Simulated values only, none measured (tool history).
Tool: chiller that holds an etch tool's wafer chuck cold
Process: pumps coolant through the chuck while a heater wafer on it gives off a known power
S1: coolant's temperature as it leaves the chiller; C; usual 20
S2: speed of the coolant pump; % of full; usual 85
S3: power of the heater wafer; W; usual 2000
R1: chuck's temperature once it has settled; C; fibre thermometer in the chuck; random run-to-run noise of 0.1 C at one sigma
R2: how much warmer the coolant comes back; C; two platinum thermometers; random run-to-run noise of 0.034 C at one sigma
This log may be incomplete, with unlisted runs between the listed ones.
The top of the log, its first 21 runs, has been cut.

Run 22, hour 1560.4: usual settings but S2 63 % of full, S3 2395 W. Result: R1 38.9 C, R2 8.54 C.
Run 23, hour 1633.2: usual settings but S2 81 % of full, S3 1641 W. Result: R1 31.0 C, R2 4.46 C.
Run 24, hour 1687.8: usual settings but S1 25 C, S2 98 % of full, S3 1719 W. Result: R1 35.1 C, R2 3.74 C.
Run 25, hour 1780.5: usual settings but S1 25 C, S2 98 % of full, S3 1719 W. Result: R1 35.5 C, R2 3.74 C.
Run 26, hour 1827.0: usual settings but S1 11 C, S2 63 % of full, S3 1596 W. Result: R1 23.7 C, R2 5.70 C.
Run 27, hour 1918.8: usual settings but S1 11 C, S2 63 % of full, S3 1596 W. Result: R1 23.6 C, R2 5.74 C.
Run 28, hour 2011.3: usual settings but S1 14 C, S2 95 % of full, S3 1596 W. Result: R1 23.7 C, R2 3.66 C.
Run 29, hour 2058.3: usual settings but S1 14 C, S2 95 % of full, S3 1596 W. Result: R1 23.6 C, R2 3.60 C.
Run 30, hour 2167.2: usual settings but S1 14 C, S2 95 % of full, S3 1596 W. Result: R1 23.7 C, R2 3.61 C.
Run 31, hour 2240.0: usual settings but S1 14 C, S2 95 % of full, S3 1596 W. Result: R1 23.6 C, R2 3.60 C.

Consider 3 possible next runs. They are alternatives, not a sequence: every one starts from the tool as it was left by run 31. What does each give?
Run A, hour 2302.9: usual settings but S1 18 C, S2 95 % of full, S3 2982 W. Result: R1 ?, R2 ?.
Run B, hour 2302.9: usual settings but S1 14 C, S2 63 % of full, S3 1765 W. Result: R1 ?, R2 ?.
Run C, hour 2302.9: usual settings but S2 90 % of full, S3 1493 W. Result: R1 ?, R2 ?.

run    R1    R2
  A  36.1  6.74
  B  28.2  6.36
  C  29.4  3.57
Without the tool's hidden state the same runs would have given:
run    R1    R2
  A  36.0  6.74
  B  28.1  6.35
  C  29.3  3.56

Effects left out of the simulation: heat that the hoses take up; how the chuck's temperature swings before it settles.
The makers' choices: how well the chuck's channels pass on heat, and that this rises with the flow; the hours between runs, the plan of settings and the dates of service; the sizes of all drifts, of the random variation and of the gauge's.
